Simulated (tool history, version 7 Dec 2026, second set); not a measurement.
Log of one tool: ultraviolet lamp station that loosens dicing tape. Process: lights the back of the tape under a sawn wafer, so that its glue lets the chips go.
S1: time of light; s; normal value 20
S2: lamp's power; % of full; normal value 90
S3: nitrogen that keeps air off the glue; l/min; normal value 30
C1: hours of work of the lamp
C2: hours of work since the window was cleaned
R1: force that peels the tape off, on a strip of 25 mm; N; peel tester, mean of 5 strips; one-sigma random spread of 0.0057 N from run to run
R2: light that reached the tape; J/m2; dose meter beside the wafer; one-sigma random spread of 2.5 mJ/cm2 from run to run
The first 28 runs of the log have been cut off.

| run | hour | S1 | S2 | S3 | C1 | C2 | R1 | R2 |
|---|---|---|---|---|---|---|---|---|
| 29 | 224 | 22 | 90 | 12 | 162 | 223 | 0.298 | 2860 |
| 30 | 231.1 | 22 | 90 | 12 | 167 | 228 | 0.304 | 2850 |
| 31 | 241.8 | 22 | 90 | 12 | 174 | 235 | 0.31 | 2850 |
| 32 | 248.2 | 22 | 90 | 12 | 178 | 239 | 0.308 | 2870 |
| 33 | 259.1 | 14 | 72 | 30 | 185 | 246 | 0.519 | 1430 |
| 34 | 266.3 | 14 | 72 | 30 | 190 | 251 | 0.491 | 1480 |
| 35 | 277.9 | 26 | 77 | 11 | 197 | 258 | 0.345 | 2890 |
| 36 | 286.3 | 26 | 72 | 11 | 203 | 264 | 0.39 | 2630 |
| 37 | 291.8 | 13 | 72 | 12 | 206 | 267 | 1.024 | 1340 |
| 38 | 299.3 | 37 | 62 | 30 | 211 | 272 | 0.126 | 3240 |
| 39 | 305.6 | 37 | 62 | 30 | 216 | 277 | 0.121 | 3220 |
| 40 | 313.6 | 10 | 95 | 32 | 221 | 282 | 0.553 | 1360 |
| 41 | 319.6 | 10 | 87 | 32 | 225 | 286 | 0.661 | 1230 |
| 42 | 328.3 | 20 | 90 | 43 | 230 | 291 | 0.131 | 2530 |
| 43 | 334.1 | 17 | 90 | 57 | 234 | 295 | 0.149 | 2170 |

Alternative continuations, all from the tool just after run 43; predict every row:
| A | 343.5 | 16 | 91 | 59 | 240 | 301 | ? | ? |
| B | 343.5 | 17 | 85 | 57 | 240 | 301 | ? | ? |
| C | 343.5 | 28 | 90 | 9 | 240 | 301 | ? | ? |
| D | 343.5 | 25 | 95 | 57 | 240 | 301 | ? | ? |
| E | 343.5 | 17 | 81 | 20 | 240 | 301 | ? | ? |

| run | R1 | R2 |
|---|---|---|
| A | 0.176 | 1990 |
| B | 0.169 | 2010 |
| C | 0.273 | 3500 |
| D | 0.101 | 3290 |
| E | 0.419 | 1900 |
Stripped of hidden state, with their random variation kept, the same runs would have yielded:
| run | R1 | R2 |
|---|---|---|
| A | 0.133 | 2400 |
| B | 0.125 | 2420 |
| C | 0.192 | 4210 |
| D | 0.096 | 3960 |
| E | 0.294 | 2290 |

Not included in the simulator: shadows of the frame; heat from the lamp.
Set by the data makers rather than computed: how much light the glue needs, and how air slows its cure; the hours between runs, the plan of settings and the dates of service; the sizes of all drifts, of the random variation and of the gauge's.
